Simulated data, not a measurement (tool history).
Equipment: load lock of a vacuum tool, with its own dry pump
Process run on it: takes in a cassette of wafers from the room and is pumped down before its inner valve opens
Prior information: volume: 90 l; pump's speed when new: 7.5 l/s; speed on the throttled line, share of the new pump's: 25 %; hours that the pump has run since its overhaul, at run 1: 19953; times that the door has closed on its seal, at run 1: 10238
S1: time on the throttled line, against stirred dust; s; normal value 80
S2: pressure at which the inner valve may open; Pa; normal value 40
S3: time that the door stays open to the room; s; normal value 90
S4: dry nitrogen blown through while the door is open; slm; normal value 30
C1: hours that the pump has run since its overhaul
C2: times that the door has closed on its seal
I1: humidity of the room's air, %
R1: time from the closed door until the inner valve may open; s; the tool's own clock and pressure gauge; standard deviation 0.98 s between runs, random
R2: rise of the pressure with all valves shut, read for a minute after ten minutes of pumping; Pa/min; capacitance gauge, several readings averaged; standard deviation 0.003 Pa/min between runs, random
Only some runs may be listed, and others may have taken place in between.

run 1 day=0.000 | S1=80 S2=40 S3=90 S4=30 | C1=19953 C2=10238 | I1=39.3 | R1=179.5 R2=0.061
run 2 day=13.225 | S1=80 S2=40 S3=90 S4=30 | C1=20270 C2=11785 | I1=42.7 | R1=179.4 R2=0.080
run 3 day=24.379 | S1=95 S2=40 S3=90 S4=30 | C1=20538 C2=13090 | I1=50.4 | R1=188.9 R2=0.088
run 4 day=37.692 | S1=95 S2=40 S3=90 S4=18 | C1=20857 C2=14647 | I1=44.7 | R1=189.7 R2=0.108
run 5 day=50.771 | S1=80 S2=40 S3=90 S4=30 | C1=21171 C2=16177 | I1=45.8 | R1=182.6 R2=0.103
run 6 day=59.854 | S1=80 S2=40 S3=90 S4=17 | C1=21389 C2=17240 | I1=43.6 | R1=181.7 R2=0.120
run 7 day=73.612 | S1=80 S2=40 S3=90 S4=17 | C1=21719 C2=18849 | I1=42.9 | R1=181.3 R2=0.134
run 8 day=87.712 | S1=80 S2=40 S3=90 S4=17 | C1=22058 C2=20499 | I1=46.0 | R1=182.2 R2=0.145
run 9 day=106.783 | S1=80 S2=40 S3=90 S4=4 | C1=22515 C2=22730 | I1=41.8 | R1=183.8 R2=0.179
run 10 day=125.992 | S1=80 S2=40 S3=90 S4=33 | C1=22976 C2=24977 | I1=46.2 | R1=183.7 R2=0.194
run 11 day=142.508 | S1=80 S2=40 S3=90 S4=33 | C1=23373 C2=26909 | I1=42.6 | R1=187.1 R2=0.217
-- day=151.708 door's seal changed, seat wiped
run 12 day=162.950 | S1=80 S2=40 S3=90 S4=33 | C1=23862 C2=1315 | I1=47.6 | R1=184.5 R2=0.023
-- day=178.604 dry pump taken out, an overhauled one fitted
run 13 day=181.725 | S1=80 S2=40 S3=90 S4=30 | C1=75 C2=3482 | I1=46.9 | R1=154.1 R2=0.031
run 14 day=203.162 | S1=80 S2=40 S3=90 S4=30 | C1=589 C2=5990 | I1=43.2 | R1=154.0 R2=0.041
run 15 day=217.700 | S1=80 S2=40 S3=90 S4=30 | C1=938 C2=7690 | I1=45.4 | R1=157.4 R2=0.048
run 16 day=230.104 | S1=80 S2=62 S3=34 S4=30 | C1=1236 C2=9142 | I1=47.9 | R1=148.2 R2=0.047
run 17 day=249.629 | S1=80 S2=62 S3=34 S4=30 | C1=1705 C2=11425 | I1=45.0 | R1=150.0 R2=0.061
run 18 day=263.183 | S1=152 S2=52 S3=218 S4=18 | C1=2030 C2=13011 | I1=47.5 | R1=207.5 R2=0.095
run 19 day=280.988 | S1=117 S2=40 S3=90 S4=30 | C1=2457 C2=15094 | I1=47.0 | R1=185.2 R2=0.097
run 20 day=294.592 | S1=63 S2=45 S3=90 S4=30 | C1=2784 C2=16685 | I1=44.3 | R1=141.0 R2=0.110
run 21 day=313.971 | S1=80 S2=40 S3=90 S4=16 | C1=3249 C2=18952 | I1=45.9 | R1=159.0 R2=0.130
run 22 day=322.850 | S1=80 S2=40 S3=90 S4=16 | C1=3462 C2=19991 | I1=48.0 | R1=158.8 R2=0.136
run 23 day=342.404 | S1=80 S2=40 S3=90 S4=16 | C1=3931 C2=22279 | I1=45.5 | R1=157.3 R2=0.161
run 24 day=354.662 | S1=80 S2=41 S3=90 S4=7 | C1=4225 C2=23713 | I1=46.1 | R1=158.0 R2=0.182
run 25 day=372.300 | S1=80 S2=41 S3=90 S4=7 | C1=4649 C2=25776 | I1=44.4 | R1=159.1 R2=0.204

Predict each of these 5 candidate next runs independently; none follows another, all start after run 25:
-- day=391.475 door's seal changed, seat wiped
run A day=391.592 | S1=80 S2=56 S3=94 S4=23 | C1=5110 C2=13 | I1=45.3 | R1=? R2=?
-- day=391.475 door's seal changed, seat wiped
run B day=391.592 | S1=62 S2=41 S3=90 S4=14 | C1=5110 C2=13 | I1=47.7 | R1=? R2=?
-- day=391.475 door's seal changed, seat wiped
run C day=391.592 | S1=80 S2=36 S3=90 S4=30 | C1=5110 C2=13 | I1=41.4 | R1=? R2=?
-- day=391.475 door's seal changed, seat wiped
run D day=391.592 | S1=121 S2=70 S3=90 S4=7 | C1=5110 C2=13 | I1=48.3 | R1=? R2=?
-- day=391.475 door's seal changed, seat wiped
run E day=391.592 | S1=145 S2=29 S3=90 S4=7 | C1=5110 C2=13 | I1=46.3 | R1=? R2=?

run=A R1=155.8 R2=0.016
run=B R1=144.1 R2=0.026
run=C R1=159.2 R2=0.014
run=D R1=183.9 R2=0.030
run=E R1=211.9 R2=0.032
Without the tool's hidden state the same runs would have given:
run=A R1=152.0 R2=0.016
run=B R1=139.9 R2=0.026
run=C R1=155.2 R2=0.014
run=D R1=180.8 R2=0.029
run=E R1=208.6 R2=0.032
